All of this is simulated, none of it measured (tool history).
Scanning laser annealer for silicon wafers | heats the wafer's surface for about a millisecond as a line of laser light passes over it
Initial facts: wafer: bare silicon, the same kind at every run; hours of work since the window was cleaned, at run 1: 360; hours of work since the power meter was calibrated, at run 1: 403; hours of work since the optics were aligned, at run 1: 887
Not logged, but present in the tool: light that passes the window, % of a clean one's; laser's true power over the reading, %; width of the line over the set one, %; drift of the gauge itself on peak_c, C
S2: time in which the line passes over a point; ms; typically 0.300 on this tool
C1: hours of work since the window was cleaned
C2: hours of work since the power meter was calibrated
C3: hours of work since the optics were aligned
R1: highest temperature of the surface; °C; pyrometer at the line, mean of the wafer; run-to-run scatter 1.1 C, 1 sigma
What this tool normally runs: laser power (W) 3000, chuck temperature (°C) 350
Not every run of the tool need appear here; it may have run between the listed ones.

run 1 day=0.000 | laser_power_(W)=3000 S2=0.300 chuck_temperature_(°C)=350 | C1=360 C2=403 C3=887 | R1=1064
run 2 day=0.521 | laser_power_(W)=3000 S2=0.300 chuck_temperature_(°C)=352 | C1=367 C2=411 C3=895 | R1=1067
run 3 day=1.138 | laser_power_(W)=3000 S2=0.300 chuck_temperature_(°C)=352 | C1=376 C2=420 C3=904 | R1=1066
run 4 day=1.642 | laser_power_(W)=3000 S2=0.300 chuck_temperature_(°C)=350 | C1=383 C2=427 C3=911 | R1=1065
run 5 day=2.171 | laser_power_(W)=3000 S2=0.300 chuck_temperature_(°C)=350 | C1=391 C2=435 C3=919 | R1=1064
run 6 day=2.688 | laser_power_(W)=3000 S2=0.352 chuck_temperature_(°C)=350 | C1=399 C2=442 C3=926 | R1=1126
run 7 day=3.067 | laser_power_(W)=3000 S2=0.352 chuck_temperature_(°C)=350 | C1=404 C2=448 C3=932 | R1=1126
-- day=3.262 laser's power meter calibrated
run 8 day=3.717 | laser_power_(W)=3000 S2=0.300 chuck_temperature_(°C)=350 | C1=412 C2=7 C3=939 | R1=1064
run 9 day=4.175 | laser_power_(W)=3285 S2=0.300 chuck_temperature_(°C)=350 | C1=418 C2=13 C3=946 | R1=1140
run 10 day=4.596 | laser_power_(W)=3285 S2=0.210 chuck_temperature_(°C)=383 | C1=425 C2=19 C3=952 | R1=1034
run 11 day=5.008 | laser_power_(W)=2995 S2=0.306 chuck_temperature_(°C)=332 | C1=431 C2=25 C3=958 | R1=1051
-- day=5.388 laser's power meter calibrated, once more
run 12 day=5.846 | laser_power_(W)=3138 S2=0.306 chuck_temperature_(°C)=315 | C1=441 C2=7 C3=968 | R1=1072
run 13 day=6.300 | laser_power_(W)=2653 S2=0.294 chuck_temperature_(°C)=337 | C1=448 C2=13 C3=975 | R1=951
run 14 day=7.062 | laser_power_(W)=2639 S2=0.294 chuck_temperature_(°C)=387 | C1=459 C2=24 C3=986 | R1=996
run 15 day=7.821 | laser_power_(W)=3000 S2=0.358 chuck_temperature_(°C)=314 | C1=470 C2=35 C3=997 | R1=1096
run 16 day=8.158 | laser_power_(W)=3000 S2=0.228 chuck_temperature_(°C)=314 | C1=475 C2=40 C3=1002 | R1=928
run 17 day=8.725 | laser_power_(W)=2755 S2=0.239 chuck_temperature_(°C)=350 | C1=483 C2=49 C3=1010 | R1=919
run 18 day=9.246 | laser_power_(W)=3000 S2=0.300 chuck_temperature_(°C)=336 | C1=490 C2=56 C3=1018 | R1=1045

Branching from run 18: 5 alternative next runs. What would each branch give?
run A day=9.838 | laser_power_(W)=2796 S2=0.333 chuck_temperature_(°C)=336 | C1=499 C2=65 C3=1026 | R1=?
run B day=9.838 | laser_power_(W)=3000 S2=0.274 chuck_temperature_(°C)=350 | C1=499 C2=65 C3=1026 | R1=?
run C day=9.838 | laser_power_(W)=3000 S2=0.300 chuck_temperature_(°C)=340 | C1=499 C2=65 C3=1026 | R1=?
run D day=9.838 | laser_power_(W)=3031 S2=0.300 chuck_temperature_(°C)=366 | C1=499 C2=65 C3=1026 | R1=?
run E day=9.838 | laser_power_(W)=2984 S2=0.300 chuck_temperature_(°C)=336 | C1=499 C2=65 C3=1026 | R1=?

run=A R1=1028
run=B R1=1025
run=C R1=1048
run=D R1=1083
run=E R1=1042
Without the tool's unlogged condition, the same runs would have read:
run=A R1=1048
run=B R1=1045
run=C R1=1068
run=D R1=1103
run=E R1=1063
